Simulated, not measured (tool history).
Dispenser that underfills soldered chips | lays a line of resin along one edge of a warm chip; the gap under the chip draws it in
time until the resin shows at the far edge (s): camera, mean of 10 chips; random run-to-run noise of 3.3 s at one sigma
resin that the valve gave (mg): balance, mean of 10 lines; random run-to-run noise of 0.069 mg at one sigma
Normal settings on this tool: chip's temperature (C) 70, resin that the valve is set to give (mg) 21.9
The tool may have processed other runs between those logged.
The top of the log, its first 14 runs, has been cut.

run,hour,chip's temperature (C),resin that the valve is set to give (mg),time until the resin shows at the far edge (s),resin that the valve gave (mg)
15,99.8,70,20.4,508.4,19.27
# hour 102.9: dispensing valve cleaned and set on the balance
16,108.7,70,24.5,734.5,24.44
# hour 109.7: new syringe of resin
17,117.5,70,24.5,529.8,24.53
# hour 125.3: new syringe of resin
18,126.9,70,25.2,390.6,24.89
19,132.8,64,28.1,704.4,27.62
# hour 141.1: new syringe of resin
20,142.5,57,20.3,807.2,19.98
21,150.8,57,20.3,1217.9,19.84
# hour 157.0: new syringe of resin
22,160.3,57,20.3,886.6,19.68
23,167.3,66,19.6,757.9,18.84
# hour 172.6: new syringe of resin
24,173.8,74,25.4,312.8,24.46
25,179.3,63,20.6,761.5,19.75
# hour 188.1: new syringe of resin
26,189.0,63,20.6,577.0,19.60
27,197.4,70,26.5,589.3,25.13
# hour 201.2: dispensing valve cleaned and set on the balance
# hour 204.6: new syringe of resin
28,206.8,78,20.2,271.6,20.07
29,215.7,84,18.7,317.8,18.51
30,219.6,77,26.9,526.9,26.69
# hour 220.7: new syringe of resin
31,225.5,75,21.9,369.8,21.74
32,233.4,69,19.9,756.9,19.50
# hour 236.1: new syringe of resin
33,237.8,69,19.9,433.2,19.54
34,241.7,69,19.9,542.1,19.58
35,249.5,70,21.9,732.4,21.28
# hour 251.4: new syringe of resin
36,254.2,77,21.4,300.2,20.79

4 options for the next run, each taken on its own from the tool as it stands now. Forecast them:
A,263.5,69,23.8,?,?
B,263.5,76,21.4,?,?
C,263.5,79,23.4,?,?
D,263.5,57,21.4,?,?

run,time until the resin shows at the far edge (s),resin that the valve gave (mg)
A,716.0,23.07
B,511.9,20.63
C,431.7,22.51
D,1402.2,20.64
Without the tool's hidden state the same runs would have given:
run,time until the resin shows at the far edge (s),resin that the valve gave (mg)
A,345.9,23.91
B,248.1,21.38
C,209.9,23.33
D,670.2,21.39

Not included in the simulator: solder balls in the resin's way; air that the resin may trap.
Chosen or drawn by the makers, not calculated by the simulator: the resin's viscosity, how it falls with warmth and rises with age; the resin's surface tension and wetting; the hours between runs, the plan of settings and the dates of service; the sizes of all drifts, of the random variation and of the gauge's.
